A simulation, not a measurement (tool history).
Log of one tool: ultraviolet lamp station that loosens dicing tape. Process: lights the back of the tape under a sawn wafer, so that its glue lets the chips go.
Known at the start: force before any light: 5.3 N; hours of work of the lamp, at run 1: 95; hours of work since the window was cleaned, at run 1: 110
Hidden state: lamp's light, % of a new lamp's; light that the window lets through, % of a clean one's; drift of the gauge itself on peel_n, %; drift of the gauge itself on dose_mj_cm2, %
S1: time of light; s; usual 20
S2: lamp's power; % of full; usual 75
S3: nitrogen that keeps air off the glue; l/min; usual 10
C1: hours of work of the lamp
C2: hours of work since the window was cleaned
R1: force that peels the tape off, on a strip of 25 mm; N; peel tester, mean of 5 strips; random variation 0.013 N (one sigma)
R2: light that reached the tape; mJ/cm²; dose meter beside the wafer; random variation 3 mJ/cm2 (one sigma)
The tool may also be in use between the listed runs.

run,hour,S1,S2,S3,C1,C2,R1,R2
1,0.0,20,75,10,95,110,0.703,398
2,5.2,18,75,10,98,112,0.867,360
3,10.1,20,75,10,100,115,0.713,398
4,14.7,20,75,10,102,117,0.679,400
5,22.9,20,75,10,106,121,0.754,401
6,31.0,20,75,10,110,125,0.753,395
7,38.2,20,75,10,114,128,0.733,396
8,42.3,20,75,10,116,130,0.705,398
9,48.8,20,75,10,119,133,0.728,400
10,57.4,20,75,10,123,137,0.771,389
11,61.8,20,75,10,125,139,0.737,389
12,70.0,20,75,10,129,143,0.734,394
13,78.3,20,75,10,133,147,0.746,397
14,83.9,20,75,10,135,150,0.716,393
15,91.0,20,75,10,139,153,0.769,389
# hour 92.3: window cleaned of glue's vapour
16,98.1,20,75,10,142,3,0.762,378
17,107.7,20,75,10,147,7,0.754,380
18,113.4,20,75,10,149,10,0.776,380
19,123.1,20,75,10,154,15,0.805,378
# hour 133.3: window cleaned of glue's vapour, once more
20,133.3,20,75,10,159,0,0.739,394
21,138.0,20,75,10,161,2,0.769,392
22,144.8,11,75,11,164,6,1.720,215
23,153.1,25,75,13,168,9,0.427,486
24,158.3,25,79,13,170,12,0.387,512
25,164.6,12,62,10,174,15,1.929,193
26,170.5,12,62,10,176,18,1.974,193
27,175.4,11,63,12,179,20,1.970,175
28,181.9,11,71,12,182,23,1.790,202
29,188.3,26,67,12,185,26,0.529,442
30,194.6,26,67,16,188,29,0.455,442
31,199.7,20,69,7,190,32,1.069,353
32,204.7,20,94,10,193,34,0.498,475
33,209.5,16,75,10,195,36,1.114,305
34,214.7,20,67,9,197,39,0.981,342
35,221.9,10,78,7,201,42,2.154,198
36,229.6,20,75,10,205,46,0.789,376
37,237.0,20,75,10,208,50,0.802,376
38,246.4,20,75,10,213,54,0.803,382
39,250.7,20,75,10,215,56,0.803,372
40,255.5,13,65,10,217,58,1.765,207
41,263.5,13,65,10,221,62,1.805,213
42,268.6,18,73,3,223,65,1.744,328

Some steps in R1 between neighbouring runs. How much of each would the tool show without its hidden state too (settings, what came in, random variation), and how much is left for the hidden state, with any gauge scatter that isn't in both results?
Run 22 -> 23: S1 11 -> 25, S3 11 -> 13. R1 -1.293 N: hidden state -0.121, all else -1.172.
Run 24 -> 25: S1 25 -> 12, S2 79 -> 62, S3 13 -> 10. R1 +1.542 N: hidden state +0.141, all else +1.401.
Run 28 -> 29: S1 11 -> 26, S2 71 -> 67. R1 -1.261 N: hidden state -0.116, all else -1.145.
Run 35 -> 36: S1 10 -> 20, S2 78 -> 75, S3 7 -> 10. R1 -1.365 N: hidden state -0.090, all else -1.275.
